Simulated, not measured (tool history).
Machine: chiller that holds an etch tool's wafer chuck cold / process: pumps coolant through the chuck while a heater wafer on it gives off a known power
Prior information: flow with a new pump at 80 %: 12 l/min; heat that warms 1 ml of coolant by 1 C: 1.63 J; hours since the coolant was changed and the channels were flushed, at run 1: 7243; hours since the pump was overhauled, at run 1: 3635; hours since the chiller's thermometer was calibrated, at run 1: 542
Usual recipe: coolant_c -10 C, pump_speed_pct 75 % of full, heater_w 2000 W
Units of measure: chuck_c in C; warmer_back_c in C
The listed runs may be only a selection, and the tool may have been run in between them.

run,hour,coolant_c,pump_speed_pct,heater_w,hours since the coolant was changed and the channels were flushed,hours since the pump was overhauled,hours since the chiller's thermometer was calibrated,chuck_c,warmer_back_c
1,0,-10,75,2000,7243,3635,542,6.8,7.05
2,98.9,-10,75,2000,7342,3734,641,6.6,7.02
3,212.7,-10,75,2000,7456,3847,755,6.8,7.07
4,304.4,-10,75,2000,7548,3939,847,7.2,7.02
5,502.8,-10,75,2000,7746,4137,1045,7,7.13
6,612.4,-10,75,2000,7856,4247,1155,7,7.06
7,734.6,-10,75,2000,7978,4369,1277,7.1,7.07
8,831.4,-10,75,2000,8075,4466,1374,7.4,7.08
9,918.2,-10,63,2000,8161,4553,1460,10.2,8.68
10,1066.2,-10,65,2000,8309,4701,1608,9.8,8.32
11,1169.5,-10,65,2000,8413,4804,1712,9.9,8.32
12,1325.9,-10,65,2000,8569,4961,1868,9.8,8.39
13,1452.8,-10,65,2000,8696,5087,1995,10.2,8.48
14,1583.9,-10,65,2000,8827,5219,2126,10.2,8.4
15,1748,-10,75,2000,8991,5383,2290,7.8,7.17
16,1841.4,-10,75,2000,9085,5476,2384,8,7.16
17,2042.7,-16,93,2000,9286,5677,2585,-0.9,5.65
18,2137.4,-2,91,2000,9381,5772,2679,13.3,5.8
19,2326.6,-20,60,2000,9570,5961,2869,2.2,9.29
# hour 2361: coolant changed, channels flushed
20,2483.5,-4,75,2000,123,6112,3020,11.5,7.35
# hour 2565.5: chiller's thermometer calibrated
21,2638.9,-10,89,2740,277,6267,73,8,8.25
# hour 2658.7: coolant pump overhauled
22,2789.4,-3,69,2461,422,131,219,18.5,10.48
23,2975.7,-6,80,1552,609,317,405,5.8,5.63
24,3180.4,-10,76,1961,813,522,610,5.9,7.51
25,3289.8,-1,63,2000,923,631,719,18.3,9.53
26,3376.5,-9,69,2776,1010,718,806,15.8,11.96
# hour 3557.3: coolant pump overhauled, once more
27,3571.4,-15,90,1244,1199,14,996,-7.3,3.34
28,3744.5,-10,75,1099,1372,187,1169,-1.7,3.67
29,3867,-10,98,1116,1495,310,1291,-3.6,2.71
30,4013.8,-10,90,1538,1642,457,1438,-0.1,4.18
31,4118.5,-10,90,1538,1746,561,1543,-0.3,4.15

What if the next run were any one of these 4? Each begins from the tool's condition after run 31:
A,4315.7,-19,63,1784,1944,758,1740,?,?
B,4315.7,-18,88,1538,1944,758,1740,?,?
C,4315.7,-5,90,1538,1944,758,1740,?,?
D,4315.7,-10,98,2506,1944,758,1740,?,?

run,chuck_c,warmer_back_c
A,-3.4,7.3
B,-7.9,4.22
C,4.8,4.2
D,4.8,6.27
What these runs would have given with no unlogged condition in the tool:
run,chuck_c,warmer_back_c
A,-4.3,7.18
B,-8.6,4.15
C,4.1,4.13
D,3.9,6.17

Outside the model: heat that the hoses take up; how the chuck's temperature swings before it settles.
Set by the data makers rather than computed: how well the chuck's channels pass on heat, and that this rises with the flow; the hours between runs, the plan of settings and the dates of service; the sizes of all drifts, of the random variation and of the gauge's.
